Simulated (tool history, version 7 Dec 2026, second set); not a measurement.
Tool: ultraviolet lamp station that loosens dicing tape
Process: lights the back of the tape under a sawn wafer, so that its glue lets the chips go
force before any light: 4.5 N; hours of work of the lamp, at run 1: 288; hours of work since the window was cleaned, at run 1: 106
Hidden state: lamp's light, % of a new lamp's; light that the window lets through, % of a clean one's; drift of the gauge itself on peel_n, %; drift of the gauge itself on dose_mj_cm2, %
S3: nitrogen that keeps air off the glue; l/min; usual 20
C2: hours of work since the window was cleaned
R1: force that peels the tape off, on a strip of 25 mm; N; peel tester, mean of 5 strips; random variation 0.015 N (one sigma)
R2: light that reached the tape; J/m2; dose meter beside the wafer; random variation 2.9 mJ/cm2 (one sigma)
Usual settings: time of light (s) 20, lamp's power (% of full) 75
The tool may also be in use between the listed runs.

run 1 hour=0.0 | time_of_light_(s)=20 lamp's_power_(%_of_full)=75 S3=20 | hours_of_work_of_the_lamp=288 C2=106 | R1=0.820 R2=3740
run 2 hour=17.4 | time_of_light_(s)=20 lamp's_power_(%_of_full)=75 S3=27 | hours_of_work_of_the_lamp=300 C2=118 | R1=0.679 R2=3720
run 3 hour=41.7 | time_of_light_(s)=20 lamp's_power_(%_of_full)=75 S3=27 | hours_of_work_of_the_lamp=316 C2=134 | R1=0.674 R2=3700
run 4 hour=54.5 | time_of_light_(s)=20 lamp's_power_(%_of_full)=75 S3=7 | hours_of_work_of_the_lamp=325 C2=143 | R1=1.484 R2=3680
run 5 hour=66.7 | time_of_light_(s)=20 lamp's_power_(%_of_full)=75 S3=7 | hours_of_work_of_the_lamp=333 C2=151 | R1=1.553 R2=3670
run 6 hour=89.4 | time_of_light_(s)=32 lamp's_power_(%_of_full)=75 S3=20 | hours_of_work_of_the_lamp=348 C2=166 | R1=0.412 R2=5770
run 7 hour=107.6 | time_of_light_(s)=10 lamp's_power_(%_of_full)=75 S3=20 | hours_of_work_of_the_lamp=361 C2=178 | R1=1.883 R2=1810
run 8 hour=118.3 | time_of_light_(s)=10 lamp's_power_(%_of_full)=75 S3=20 | hours_of_work_of_the_lamp=368 C2=186 | R1=1.913 R2=1800
run 9 hour=137.0 | time_of_light_(s)=10 lamp's_power_(%_of_full)=75 S3=20 | hours_of_work_of_the_lamp=380 C2=198 | R1=1.917 R2=1770
run 10 hour=156.8 | time_of_light_(s)=20 lamp's_power_(%_of_full)=69 S3=20 | hours_of_work_of_the_lamp=394 C2=212 | R1=1.013 R2=3220
run 11 hour=173.8 | time_of_light_(s)=20 lamp's_power_(%_of_full)=69 S3=20 | hours_of_work_of_the_lamp=405 C2=223 | R1=1.079 R2=3220
run 12 hour=190.3 | time_of_light_(s)=20 lamp's_power_(%_of_full)=75 S3=20 | hours_of_work_of_the_lamp=416 C2=234 | R1=0.919 R2=3510
run 13 hour=211.3 | time_of_light_(s)=18 lamp's_power_(%_of_full)=77 S3=6 | hours_of_work_of_the_lamp=430 C2=248 | R1=1.870 R2=3210
run 14 hour=222.3 | time_of_light_(s)=15 lamp's_power_(%_of_full)=75 S3=33 | hours_of_work_of_the_lamp=438 C2=255 | R1=1.054 R2=2580
run 15 hour=245.7 | time_of_light_(s)=20 lamp's_power_(%_of_full)=91 S3=27 | hours_of_work_of_the_lamp=453 C2=271 | R1=0.578 R2=4090
run 16 hour=265.4 | time_of_light_(s)=29 lamp's_power_(%_of_full)=71 S3=20 | hours_of_work_of_the_lamp=467 C2=284 | R1=0.577 R2=4610
run 17 hour=281.2 | time_of_light_(s)=20 lamp's_power_(%_of_full)=94 S3=38 | hours_of_work_of_the_lamp=477 C2=295 | R1=0.449 R2=4270
run 18 hour=305.0 | time_of_light_(s)=36 lamp's_power_(%_of_full)=100 S3=25 | hours_of_work_of_the_lamp=493 C2=311 | R1=0.231 R2=8020
run 19 hour=315.3 | time_of_light_(s)=31 lamp's_power_(%_of_full)=69 S3=36 | hours_of_work_of_the_lamp=500 C2=318 | R1=0.397 R2=4730
run 20 hour=337.1 | time_of_light_(s)=20 lamp's_power_(%_of_full)=96 S3=20 | hours_of_work_of_the_lamp=515 C2=333 | R1=0.680 R2=4190
run 21 hour=360.7 | time_of_light_(s)=20 lamp's_power_(%_of_full)=96 S3=20 | hours_of_work_of_the_lamp=531 C2=348 | R1=0.691 R2=4140
run 22 hour=381.0 | time_of_light_(s)=20 lamp's_power_(%_of_full)=96 S3=20 | hours_of_work_of_the_lamp=544 C2=362 | R1=0.691 R2=4140
run 23 hour=404.7 | time_of_light_(s)=20 lamp's_power_(%_of_full)=96 S3=20 | hours_of_work_of_the_lamp=560 C2=378 | R1=0.735 R2=4100
run 24 hour=428.9 | time_of_light_(s)=18 lamp's_power_(%_of_full)=65 S3=28 | hours_of_work_of_the_lamp=576 C2=394 | R1=1.215 R2=2440

3 ways to go on from here, each from the tool as it stands after run 24. What would each give?
run A hour=441.6 | time_of_light_(s)=24 lamp's_power_(%_of_full)=65 S3=39 | hours_of_work_of_the_lamp=585 C2=403 | R1=? R2=?
run B hour=441.6 | time_of_light_(s)=20 lamp's_power_(%_of_full)=75 S3=39 | hours_of_work_of_the_lamp=585 C2=403 | R1=? R2=?
run C hour=441.6 | time_of_light_(s)=14 lamp's_power_(%_of_full)=65 S3=35 | hours_of_work_of_the_lamp=585 C2=403 | R1=? R2=?

run=A R1=0.666 R2=3260
run=B R1=0.724 R2=3160
run=C R1=1.450 R2=1900
Without the tool's hidden state the same runs would have given:
run=A R1=0.414 R2=4370
run=B R1=0.449 R2=4230
run=C R1=1.023 R2=2540
